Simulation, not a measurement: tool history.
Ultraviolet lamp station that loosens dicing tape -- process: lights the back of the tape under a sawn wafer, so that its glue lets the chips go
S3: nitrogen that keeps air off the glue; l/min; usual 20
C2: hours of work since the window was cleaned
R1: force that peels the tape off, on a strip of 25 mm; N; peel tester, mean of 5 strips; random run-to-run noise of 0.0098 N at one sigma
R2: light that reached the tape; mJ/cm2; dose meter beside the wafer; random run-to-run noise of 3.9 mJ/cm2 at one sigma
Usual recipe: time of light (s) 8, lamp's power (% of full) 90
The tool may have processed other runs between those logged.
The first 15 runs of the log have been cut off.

Run 16, hour 544.1: usual settings but time of light (s) 5; hours of work of the lamp 323; C2 127. Result: R1 1.017 N, R2 406 mJ/cm2.
Run 17, hour 591.1: usual settings but time of light (s) 5; hours of work of the lamp 360; C2 164. Result: R1 1.045 N, R2 407 mJ/cm2.
Run 18, hour 621.1: usual settings but time of light (s) 5; hours of work of the lamp 384; C2 188. Result: R1 1.072 N, R2 411 mJ/cm2.
Run 19, hour 649: usual settings but time of light (s) 7, lamp's power (% of full) 82, S3 21 l/min; hours of work of the lamp 406; C2 210. Result: R1 0.669 N, R2 517 mJ/cm2.
At hour 666.1: gauge calibrated.
Run 20, hour 675.8: usual settings but time of light (s) 7, lamp's power (% of full) 82, S3 21 l/min; hours of work of the lamp 427; C2 231. Result: R1 0.67 N, R2 534 mJ/cm2.
At hour 699.4: window cleaned of glue's vapour.
Run 21, hour 704.4: usual settings but S3 21 l/min; hours of work of the lamp 449; C2 4. Result: R1 0.436 N, R2 668 mJ/cm2.
Run 22, hour 732.9: usual settings but time of light (s) 12, lamp's power (% of full) 65, S3 21 l/min; hours of work of the lamp 472; C2 27. Result: R1 0.354 N, R2 718 mJ/cm2.
Run 23, hour 768.9: usual settings but time of light (s) 5, lamp's power (% of full) 94; hours of work of the lamp 500; C2 55. Result: R1 0.966 N, R2 437 mJ/cm2.
Run 24, hour 795.2: usual settings but time of light (s) 10, lamp's power (% of full) 62; hours of work of the lamp 521; C2 76. Result: R1 0.577 N, R2 571 mJ/cm2.
Run 25, hour 831.2: usual settings but time of light (s) 16, lamp's power (% of full) 64, S3 23 l/min; hours of work of the lamp 549; C2 104. Result: R1 0.21 N, R2 953 mJ/cm2.
Run 26, hour 870.3: usual settings but time of light (s) 6, lamp's power (% of full) 81, S3 10 l/min; hours of work of the lamp 580; C2 135. Result: R1 1.158 N, R2 450 mJ/cm2.
Run 27, hour 891.8: usual settings but time of light (s) 6, lamp's power (% of full) 89, S3 23 l/min; hours of work of the lamp 597; C2 152. Result: R1 0.711 N, R2 498 mJ/cm2.
Run 28, hour 941.2: usual settings but time of light (s) 6, lamp's power (% of full) 89, S3 23 l/min; hours of work of the lamp 636; C2 191. Result: R1 0.766 N, R2 491 mJ/cm2.
Run 29, hour 967.4: usual settings but time of light (s) 6, lamp's power (% of full) 63, S3 13 l/min; hours of work of the lamp 657; C2 212. Result: R1 1.546 N, R2 343 mJ/cm2.
Run 30, hour 1003: usual settings but time of light (s) 9; hours of work of the lamp 685; C2 240. Result: R1 0.327 N, R2 748 mJ/cm2.
At hour 1017.7: window cleaned of glue's vapour.
Run 31, hour 1030.9: usual settings but time of light (s) 5, lamp's power (% of full) 72, S3 10 l/min; hours of work of the lamp 707; C2 10. Result: R1 1.802 N, R2 332 mJ/cm2.
Run 32, hour 1069.5: usual settings but time of light (s) 10, lamp's power (% of full) 79; hours of work of the lamp 737; C2 41. Result: R1 0.347 N, R2 727 mJ/cm2.
Run 33, hour 1095.4: usual settings but time of light (s) 10, lamp's power (% of full) 79, S3 7 l/min; hours of work of the lamp 758; C2 61. Result: R1 0.593 N, R2 717 mJ/cm2.

What does the tool deliver on the next run?
Run 34, hour 1121.3: usual settings but time of light (s) 6, lamp's power (% of full) 72, S3 7 l/min; hours of work of the lamp 778; C2 82. Result: R1 ?, R2 ?.

{"run 34": {"R1": 1.619, "R2": 397}}
Had the tool carried no hidden state, the very same run would have given R1 1.614 N, R2 406 mJ/cm2.
